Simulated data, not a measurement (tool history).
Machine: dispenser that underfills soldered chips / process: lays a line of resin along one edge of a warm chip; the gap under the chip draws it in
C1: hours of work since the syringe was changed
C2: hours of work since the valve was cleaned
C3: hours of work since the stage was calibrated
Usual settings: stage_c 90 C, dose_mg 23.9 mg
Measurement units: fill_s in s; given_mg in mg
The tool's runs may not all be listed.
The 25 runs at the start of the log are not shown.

{"hour": 108.9, "done": "new syringe of resin"}
{"run": 26, "hour": 110.8, "stage_c": 101, "dose_mg": 30.5, "C1": 1, "C2": 23, "C3": 112, "fill_s": 27.7, "given_mg": 29.81}
{"run": 27, "hour": 114.3, "stage_c": 101, "dose_mg": 30.5, "C1": 4, "C2": 25, "C3": 114, "fill_s": 32.7, "given_mg": 29.78}
{"run": 28, "hour": 120.3, "stage_c": 81, "dose_mg": 25.9, "C1": 8, "C2": 29, "C3": 118, "fill_s": 110.9, "given_mg": 25.46}
{"hour": 123.2, "done": "new syringe of resin"}
{"run": 29, "hour": 123.7, "stage_c": 81, "dose_mg": 25.9, "C1": 0, "C2": 31, "C3": 120, "fill_s": 60.7, "given_mg": 25.48}
{"run": 30, "hour": 129.1, "stage_c": 84, "dose_mg": 23.9, "C1": 4, "C2": 35, "C3": 124, "fill_s": 70.1, "given_mg": 23.25}
{"run": 31, "hour": 131.9, "stage_c": 84, "dose_mg": 23.9, "C1": 6, "C2": 37, "C3": 126, "fill_s": 83.2, "given_mg": 23.37}
{"run": 32, "hour": 135.8, "stage_c": 90, "dose_mg": 26.8, "C1": 8, "C2": 39, "C3": 128, "fill_s": 79.2, "given_mg": 26.24}
{"hour": 137.5, "done": "new syringe of resin"}
{"run": 33, "hour": 141.0, "stage_c": 79, "dose_mg": 30.6, "C1": 2, "C2": 42, "C3": 132, "fill_s": 76.8, "given_mg": 29.83}
{"run": 34, "hour": 145.5, "stage_c": 86, "dose_mg": 28.9, "C1": 5, "C2": 45, "C3": 135, "fill_s": 71, "given_mg": 28.05}
{"run": 35, "hour": 150.1, "stage_c": 90, "dose_mg": 23.5, "C1": 9, "C2": 49, "C3": 138, "fill_s": 80.8, "given_mg": 22.73}
{"hour": 151.7, "done": "new syringe of resin"}
{"run": 36, "hour": 156.2, "stage_c": 90, "dose_mg": 23.5, "C1": 3, "C2": 52, "C3": 142, "fill_s": 52.1, "given_mg": 22.79}
{"run": 37, "hour": 159.5, "stage_c": 90, "dose_mg": 23.5, "C1": 5, "C2": 55, "C3": 144, "fill_s": 60, "given_mg": 22.53}

3 options for the next run, each taken on its own from the tool as it stands now. Forecast them:
{"hour": 162.0, "done": "dispensing valve cleaned and set on the balance"}
{"hour": 166.9, "done": "new syringe of resin"}
{"run": "A", "hour": 166.9, "stage_c": 89, "dose_mg": 20.6, "C1": 0, "C2": 3, "C3": 148, "fill_s": "?", "given_mg": "?"}
{"hour": 162.0, "done": "dispensing valve cleaned and set on the balance"}
{"hour": 166.9, "done": "new syringe of resin"}
{"run": "B", "hour": 166.9, "stage_c": 95, "dose_mg": 26, "C1": 0, "C2": 3, "C3": 148, "fill_s": "?", "given_mg": "?"}
{"hour": 162.0, "done": "dispensing valve cleaned and set on the balance"}
{"hour": 166.9, "done": "new syringe of resin"}
{"run": "C", "hour": 166.9, "stage_c": 82, "dose_mg": 23.9, "C1": 0, "C2": 3, "C3": 148, "fill_s": "?", "given_mg": "?"}

run=A fill_s=42 given_mg=20.37
run=B fill_s=30.8 given_mg=25.99
run=C fill_s=55.6 given_mg=23.79
Stripped of hidden state, with their random variation kept, the same runs would have yielded:
run=A fill_s=43 given_mg=20.5
run=B fill_s=31.5 given_mg=26.15
run=C fill_s=57 given_mg=23.94
